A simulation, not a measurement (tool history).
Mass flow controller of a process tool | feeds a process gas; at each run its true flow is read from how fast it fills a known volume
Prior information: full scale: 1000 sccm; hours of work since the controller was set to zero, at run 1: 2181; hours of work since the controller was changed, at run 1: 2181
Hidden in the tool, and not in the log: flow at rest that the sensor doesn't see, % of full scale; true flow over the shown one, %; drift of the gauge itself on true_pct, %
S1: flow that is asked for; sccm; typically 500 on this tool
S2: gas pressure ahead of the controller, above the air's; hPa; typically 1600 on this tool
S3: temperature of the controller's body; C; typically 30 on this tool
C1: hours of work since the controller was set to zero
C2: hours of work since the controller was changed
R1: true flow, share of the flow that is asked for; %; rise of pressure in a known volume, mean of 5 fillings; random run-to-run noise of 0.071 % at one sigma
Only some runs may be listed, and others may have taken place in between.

run 1 hour=0 | S1=500 S2=1600 S3=30 | C1=2181 C2=2181 | R1=98.12
run 2 hour=48.7 | S1=500 S2=1600 S3=30 | C1=2212 C2=2212 | R1=98.22
run 3 hour=89.6 | S1=500 S2=1600 S3=30 | C1=2238 C2=2238 | R1=98.17
run 4 hour=147.4 | S1=500 S2=2490 S3=30 | C1=2275 C2=2275 | R1=98.53
run 5 hour=218.9 | S1=500 S2=2490 S3=30 | C1=2321 C2=2321 | R1=98.58
run 6 hour=265 | S1=500 S2=2490 S3=30 | C1=2350 C2=2350 | R1=98.63
run 7 hour=305.2 | S1=500 S2=2490 S3=39 | C1=2376 C2=2376 | R1=99.1
run 8 hour=357.9 | S1=500 S2=2490 S3=39 | C1=2410 C2=2410 | R1=99.18
run 9 hour=407.4 | S1=500 S2=2490 S3=39 | C1=2442 C2=2442 | R1=99.12
run 10 hour=452.4 | S1=500 S2=1600 S3=21 | C1=2470 C2=2470 | R1=97.29
run 11 hour=536.8 | S1=500 S2=1600 S3=21 | C1=2524 C2=2524 | R1=97.2
run 12 hour=599 | S1=500 S2=1600 S3=21 | C1=2564 C2=2564 | R1=97.29
run 13 hour=636.5 | S1=500 S2=1600 S3=34 | C1=2588 C2=2588 | R1=98.26
run 14 hour=676.8 | S1=500 S2=1600 S3=34 | C1=2614 C2=2614 | R1=98.14
run 15 hour=724.4 | S1=500 S2=1780 S3=28 | C1=2644 C2=2644 | R1=97.81
run 16 hour=783.5 | S1=500 S2=1780 S3=28 | C1=2682 C2=2682 | R1=97.86
run 17 hour=864.9 | S1=500 S2=1780 S3=28 | C1=2734 C2=2734 | R1=97.73
run 18 hour=950 | S1=500 S2=1780 S3=28 | C1=2789 C2=2789 | R1=97.66
run 19 hour=992.3 | S1=500 S2=1780 S3=28 | C1=2816 C2=2816 | R1=97.74
run 20 hour=1063.5 | S1=500 S2=1780 S3=28 | C1=2862 C2=2862 | R1=97.56
run 21 hour=1139.7 | S1=199 S2=1710 S3=28 | C1=2910 C2=2910 | R1=95.17
run 22 hour=1181.4 | S1=199 S2=2130 S3=21 | C1=2937 C2=2937 | R1=94.79
run 23 hour=1245.3 | S1=299 S2=1560 S3=25 | C1=2978 C2=2978 | R1=96.01
run 24 hour=1330.5 | S1=335 S2=2190 S3=34 | C1=3032 C2=3032 | R1=97.24
run 25 hour=1411.2 | S1=296 S2=1540 S3=33 | C1=3084 C2=3084 | R1=96.57
run 26 hour=1486.9 | S1=296 S2=1540 S3=32 | C1=3132 C2=3132 | R1=96.35
run 27 hour=1531.7 | S1=101 S2=2090 S3=38 | C1=3161 C2=3161 | R1=91.82

5 options for the next run, each taken on its own from the tool as it stands now. Forecast them:
run A hour=1588.5 | S1=500 S2=2700 S3=38 | C1=3198 C2=3198 | R1=?
run B hour=1588.5 | S1=101 S2=1580 S3=30 | C1=3198 C2=3198 | R1=?
run C hour=1588.5 | S1=119 S2=2650 S3=26 | C1=3198 C2=3198 | R1=?
run D hour=1588.5 | S1=210 S2=2230 S3=31 | C1=3198 C2=3198 | R1=?
run E hour=1588.5 | S1=500 S2=1820 S3=29 | C1=3198 C2=3198 | R1=?

run=A R1=98.71
run=B R1=90.82
run=C R1=92.29
run=D R1=95.42
run=E R1=97.53
Take away the tool's hidden state, keep each run's random variation, and the runs would have read:
run=A R1=100.8
run=B R1=99.11
run=C R1=99.41
run=D R1=99.67
run=E R1=99.62
